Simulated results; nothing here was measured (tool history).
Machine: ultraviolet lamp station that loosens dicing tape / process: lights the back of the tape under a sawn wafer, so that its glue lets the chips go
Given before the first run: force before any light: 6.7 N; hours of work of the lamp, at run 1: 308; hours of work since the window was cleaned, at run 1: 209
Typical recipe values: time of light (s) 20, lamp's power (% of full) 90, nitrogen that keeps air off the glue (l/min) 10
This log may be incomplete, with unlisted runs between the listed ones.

run	hour	time of light (s)	lamp's power (% of full)	nitrogen that keeps air off the glue (l/min)	hours of work of the lamp	hours of work since the window was cleaned	force that peels the tape off (N)	light that reached the tape (mJ/cm2)
1	0.0	20	90	10	308	209	0.574	479
2	12.4	20	86	10	316	217	0.660	450
3	31.1	34	90	10	329	230	0.155	798
4	49.4	20	90	10	341	242	0.619	471
5	63.3	20	90	10	350	251	0.621	469
6	82.7	19	90	10	363	264	0.731	441
# hour 84.5: window cleaned of glue's vapour
7	103.4	19	64	13	376	13	1.308	301
8	116.9	23	64	9	385	21	1.082	368
9	131.8	22	90	10	395	31	0.615	478
# hour 143.1: window cleaned of glue's vapour, once more
10	150.0	23	93	9	406	5	0.439	570

Here are 5 independent what-if runs from the current tool condition. What would each one return?
A	161.8	18	90	10	414	12	?	?
B	161.8	28	86	6	414	12	?	?
C	161.8	11	90	5	414	12	?	?
D	161.8	11	90	10	414	12	?	?
E	161.8	12	83	5	414	12	?	?

run	force that peels the tape off (N)	light that reached the tape (mJ/cm2)
A	0.742	425
B	0.445	636
C	2.196	270
D	1.721	267
E	2.257	262
What these runs would have given with no unlogged condition in the tool:
run	force that peels the tape off (N)	light that reached the tape (mJ/cm2)
A	0.492	514
B	0.280	767
C	1.755	325
D	1.308	322
E	1.802	316
